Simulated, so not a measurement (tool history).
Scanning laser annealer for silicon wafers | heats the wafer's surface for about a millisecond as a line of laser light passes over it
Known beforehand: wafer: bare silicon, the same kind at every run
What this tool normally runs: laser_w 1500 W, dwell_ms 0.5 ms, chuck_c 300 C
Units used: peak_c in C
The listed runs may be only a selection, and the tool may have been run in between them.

Run 1, hour 0: usual settings. Result: peak_c 1081 C.
At hour 4.6: window over the wafer cleaned.
Run 2, hour 19.3: usual settings. Result: peak_c 1079 C.
Run 3, hour 43.4: usual settings but laser_w 1446 W. Result: peak_c 1055 C.
Run 4, hour 70.5: usual settings but laser_w 1621 W. Result: peak_c 1141 C.
Run 5, hour 87.5: usual settings but laser_w 1621 W. Result: peak_c 1141 C.
Run 6, hour 99.3: usual settings but dwell_ms 0.382 ms. Result: peak_c 966 C.
Run 7, hour 120.4: usual settings but dwell_ms 0.382 ms. Result: peak_c 968 C.
Run 8, hour 132.2: usual settings but chuck_c 278 C. Result: peak_c 1059 C.
Run 9, hour 156.9: usual settings. Result: peak_c 1080 C.
Run 10, hour 176.8: usual settings. Result: peak_c 1080 C.
Run 11, hour 189.1: usual settings. Result: peak_c 1083 C.
Run 12, hour 214.6: usual settings. Result: peak_c 1082 C.
Run 13, hour 233.6: usual settings. Result: peak_c 1078 C.
Run 14, hour 250.4: usual settings but dwell_ms 0.561 ms. Result: peak_c 1136 C.
Run 15, hour 262.5: usual settings but chuck_c 260 C. Result: peak_c 1041 C.
Run 16, hour 275.9: usual settings but chuck_c 260 C. Result: peak_c 1045 C.
Run 17, hour 303.6: usual settings but chuck_c 260 C. Result: peak_c 1038 C.
Run 18, hour 328: usual settings but chuck_c 260 C. Result: peak_c 1041 C.
Run 19, hour 350.4: usual settings but chuck_c 260 C. Result: peak_c 1039 C.
Run 20, hour 375.2: usual settings but chuck_c 266 C. Result: peak_c 1046 C.
Run 21, hour 401.4: usual settings but chuck_c 266 C. Result: peak_c 1046 C.
Run 22, hour 416.6: usual settings but laser_w 1387 W, chuck_c 266 C. Result: peak_c 988 C.
Run 23, hour 440.9: usual settings but laser_w 1622 W, dwell_ms 0.528 ms, chuck_c 323 C. Result: peak_c 1195 C.
Run 24, hour 457.7: usual settings but dwell_ms 0.479 ms, chuck_c 319 C. Result: peak_c 1083 C.
Run 25, hour 472.9: usual settings but dwell_ms 0.479 ms, chuck_c 290 C. Result: peak_c 1048 C.
Run 26, hour 488.6: usual settings but dwell_ms 0.479 ms, chuck_c 290 C. Result: peak_c 1046 C.
At hour 495.2: window over the wafer cleaned.
Run 27, hour 514.2: usual settings but laser_w 1544 W, dwell_ms 0.479 ms, chuck_c 304 C. Result: peak_c 1087 C.
Run 28, hour 541.1: usual settings but chuck_c 292 C. Result: peak_c 1072 C.
Run 29, hour 563.7: usual settings but laser_w 1492 W, chuck_c 314 C. Result: peak_c 1089 C.
Run 30, hour 577.5: usual settings but laser_w 1492 W, chuck_c 314 C. Result: peak_c 1094 C.
Run 31, hour 600: usual settings but chuck_c 274 C. Result: peak_c 1053 C.
At hour 627.5: optics aligned, line set to its width.
Run 32, hour 630.1: usual settings but chuck_c 274 C. Result: peak_c 1054 C.
Run 33, hour 656.4: usual settings but laser_w 1602 W, dwell_ms 0.363 ms, chuck_c 320 C. Result: peak_c 1009 C.
Run 34, hour 675.2: usual settings but laser_w 1602 W, dwell_ms 0.363 ms, chuck_c 320 C. Result: peak_c 1008 C.
Run 35, hour 702.3: usual settings but laser_w 1277 W, dwell_ms 0.571 ms. Result: peak_c 1021 C.
Run 36, hour 726.8: usual settings but laser_w 1555 W, dwell_ms 0.468 ms, chuck_c 311 C. Result: peak_c 1090 C.
Run 37, hour 741.6: usual settings but laser_w 1403 W, dwell_ms 0.48 ms, chuck_c 319 C. Result: peak_c 1029 C.
Run 38, hour 759.3: usual settings but laser_w 1422 W, dwell_ms 0.501 ms, chuck_c 327 C. Result: peak_c 1069 C.
Run 39, hour 786.6: usual settings but laser_w 1586 W, chuck_c 301 C. Result: peak_c 1122 C.
Run 40, hour 803.6: usual settings but laser_w 1323 W, dwell_ms 0.384 ms, chuck_c 334 C. Result: peak_c 922 C.
Run 41, hour 831.7: usual settings but laser_w 1532 W, dwell_ms 0.553 ms, chuck_c 275 C. Result: peak_c 1118 C.
Run 42, hour 859: usual settings but laser_w 1421 W, dwell_ms 0.464 ms, chuck_c 268 C. Result: peak_c 975 C.

Alternative continuations, all from the tool just after run 42; predict every row:
Run A, hour 885.7: usual settings but laser_w 1481 W, dwell_ms 0.474 ms, chuck_c 299 C. Result: peak_c ?.
Run B, hour 885.7: usual settings but laser_w 1370 W, dwell_ms 0.39 ms. Result: peak_c ?.
Run C, hour 885.7: usual settings but laser_w 1421 W, dwell_ms 0.587 ms, chuck_c 268 C. Result: peak_c ?.

run  peak_c
  A    1045
  B     917
  C    1080
Take away the tool's hidden state, keep each run's random variation, and the runs would have read:
run  peak_c
  A    1046
  B     918
  C    1082

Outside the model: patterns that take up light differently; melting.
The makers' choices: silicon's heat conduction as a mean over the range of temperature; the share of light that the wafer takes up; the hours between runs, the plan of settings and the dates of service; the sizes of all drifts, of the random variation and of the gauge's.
